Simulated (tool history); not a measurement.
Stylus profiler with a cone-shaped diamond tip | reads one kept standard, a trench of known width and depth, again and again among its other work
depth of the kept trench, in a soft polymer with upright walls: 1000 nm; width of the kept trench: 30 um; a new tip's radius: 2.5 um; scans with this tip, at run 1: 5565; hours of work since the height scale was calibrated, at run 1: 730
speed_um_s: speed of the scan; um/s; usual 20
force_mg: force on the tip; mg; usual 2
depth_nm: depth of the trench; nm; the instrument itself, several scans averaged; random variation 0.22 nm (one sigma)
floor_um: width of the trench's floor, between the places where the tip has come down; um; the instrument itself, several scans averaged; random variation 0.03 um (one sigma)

run,hour,speed_um_s,force_mg,scans with this tip,hours of work since the height scale was calibrated,depth_nm,floor_um
1,0,20,2,5565,730,1004.44,24.69
2,47.5,20,2,5729,751,1004.84,24.65
3,98.5,20,2,5905,774,1004.53,24.59
4,180.5,11,2,6188,811,1004.62,24.56
5,264.2,20,2,6477,849,1004.09,24.48
6,320.3,20,2,6671,875,1004.08,24.39
7,387.4,20,2,6903,905,1003.85,24.38
8,447.6,20,2,7111,932,1003.44,24.37
9,529.2,20,2,7393,969,1003.45,24.31
10,574.6,20,2,7549,990,1003.61,24.25
11,648.5,20,2,7805,1023,1003.96,24.2
12,690.5,20,2,7950,1043,1003.58,24.14
13,735.2,20,2,8104,1063,1003.54,24.2
14,775.2,20,2,8242,1081,1003.47,24.11
# hour 795.2: height scale calibrated on a step standard
15,855.5,20,2,8518,27,1007.07,24.14
16,914.1,20,2,8720,54,1007.24,24.03
17,990.5,15,2,8984,88,1006.69,24.04
18,1075.1,15,2,9277,127,1006.8,23.99
19,1157.7,15,2,9562,164,1006.66,23.98
20,1212.9,22,2,9752,189,1006.52,23.9
21,1275,22,2,9967,217,1006.58,23.85
22,1312.7,6,1.31,10097,234,1004.51,23.91
23,1375.7,6,1.31,10315,263,1004.79,23.88
24,1446.8,15,3.67,10560,295,1009.56,23.83
25,1509.6,8,2,10777,324,1005.78,23.78
26,1550.5,62,2.04,10918,342,1006.03,23.37
27,1586.2,62,2.04,11042,358,1006.1,23.36
28,1659.7,8,1.16,11296,392,1003.15,23.66
29,1727.5,14,4.84,11530,422,1011.49,23.68
30,1799.8,15,1.13,11780,455,1003.14,23.52
31,1835.5,15,1.13,11903,471,1003,23.53
# hour 1874.8: new tip fitted, height scale calibrated
32,1879.1,15,1.13,15,2,1005.34,25.83
33,1919.6,11,0.94,154,20,1004.85,25.81
34,1976.3,29,1.15,350,46,1005.67,25.61
35,2023,7,1.15,512,67,1005.43,25.8
36,2105.5,18,5.78,797,105,1015.42,25.66
37,2178.4,12,2.56,1049,138,1008.51,25.64

Forecast each of these 5 alternatives for the next run:
A,2256.1,39,1.88,1317,173,?,?
B,2256.1,34,1.42,1317,173,?,?
C,2256.1,34,1.17,1317,173,?,?
D,2256.1,8,0.89,1317,173,?,?
E,2256.1,21,2.1,1317,173,?,?

run,depth_nm,floor_um
A,1006.77,25.42
B,1005.85,25.4
C,1005.14,25.32
D,1003.78,25.58
E,1007.36,25.5
Without the tool's hidden state the same runs would have given:
run,depth_nm,floor_um
A,1007.01,25.75
B,1006.08,25.73
C,1005.37,25.65
D,1004.02,25.91
E,1007.6,25.84
